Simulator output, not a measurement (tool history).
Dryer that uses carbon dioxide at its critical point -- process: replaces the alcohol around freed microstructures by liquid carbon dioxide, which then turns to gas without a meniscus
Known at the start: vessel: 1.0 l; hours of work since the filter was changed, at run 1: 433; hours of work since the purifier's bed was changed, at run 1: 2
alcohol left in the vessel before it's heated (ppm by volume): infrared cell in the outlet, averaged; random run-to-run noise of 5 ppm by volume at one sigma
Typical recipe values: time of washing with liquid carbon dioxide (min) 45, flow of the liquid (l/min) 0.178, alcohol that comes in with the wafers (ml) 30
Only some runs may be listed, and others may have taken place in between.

run	day	time of washing with liquid carbon dioxide (min)	flow of the liquid (l/min)	alcohol that comes in with the wafers (ml)	hours of work since the filter was changed	hours of work since the purifier's bed was changed	alcohol left in the vessel before it's heated (ppm by volume)
1	0.000	45	0.178	30	433	2	33
2	0.308	45	0.178	30	435	4	22
3	0.775	45	0.178	30	439	8	27
4	0.988	45	0.178	30	441	10	23
5	1.383	45	0.178	30	445	13	29
6	1.658	45	0.178	30	447	16	27
7	2.162	45	0.178	30	451	20	28
8	2.500	45	0.136	30	454	23	136
9	2.792	45	0.136	30	456	25	125
10	3.058	45	0.136	30	459	28	131
11	3.325	45	0.178	30	461	30	26
12	3.575	45	0.178	30	463	32	33
13	4.083	45	0.178	30	467	36	43
14	4.571	45	0.178	30	471	40	45
15	4.892	45	0.178	30	474	43	25
16	5.367	45	0.178	30	478	47	41
17	5.767	45	0.178	30	481	50	35
18	6.008	45	0.178	30	483	52	31
19	6.317	45	0.173	30	486	55	40
20	6.717	45	0.173	30	489	58	36
21	7.158	45	0.178	30	493	62	30
22	7.383	45	0.178	30	495	64	43
23	7.758	45	0.178	30	498	67	37
24	7.983	45	0.178	30	500	69	42
25	8.346	53	0.147	30	503	72	40
26	8.708	53	0.147	30	506	75	49
27	9.183	47	0.273	24	510	79	29
28	9.442	45	0.227	84	512	81	22
29	9.771	45	0.227	84	515	84	22
30	10.133	45	0.227	84	518	87	22
31	10.533	45	0.140	30	522	90	122
32	10.829	34	0.178	30	524	93	141
33	11.329	34	0.282	48	528	97	17
34	11.704	34	0.282	48	531	100	30
35	11.946	34	0.282	48	533	102	27
36	12.446	29	0.169	32	538	107	388
37	12.875	35	0.216	27	541	110	42
38	13.092	35	0.216	27	543	112	41
39	13.362	36	0.164	29	545	114	151
# day 13.646: inlet filter changed
40	13.788	36	0.164	29	1	117	117
41	14.100	33	0.178	73	4	120	261
42	14.404	62	0.185	32	6	123	24
43	14.671	64	0.293	30	9	125	18
44	14.883	64	0.127	30	10	127	39
45	15.279	64	0.254	30	14	130	14
46	15.717	39	0.241	30	17	134	23
47	16.175	45	0.170	30	21	138	42

What if the next run were any one of these 4? Each begins from the tool's condition after run 47:
A	16.608	71	0.258	44	25	141	?
B	16.608	63	0.178	70	25	141	?
C	16.608	30	0.143	70	25	141	?
D	16.608	48	0.166	30	25	141	?

run	alcohol left in the vessel before it's heated (ppm by volume)
A	29
B	20
C	1170
D	27
The same runs, with their run-to-run variation unchanged, on a tool lacking any hidden condition would have given:
run	alcohol left in the vessel before it's heated (ppm by volume)
A	13
B	3
C	1097
D	10

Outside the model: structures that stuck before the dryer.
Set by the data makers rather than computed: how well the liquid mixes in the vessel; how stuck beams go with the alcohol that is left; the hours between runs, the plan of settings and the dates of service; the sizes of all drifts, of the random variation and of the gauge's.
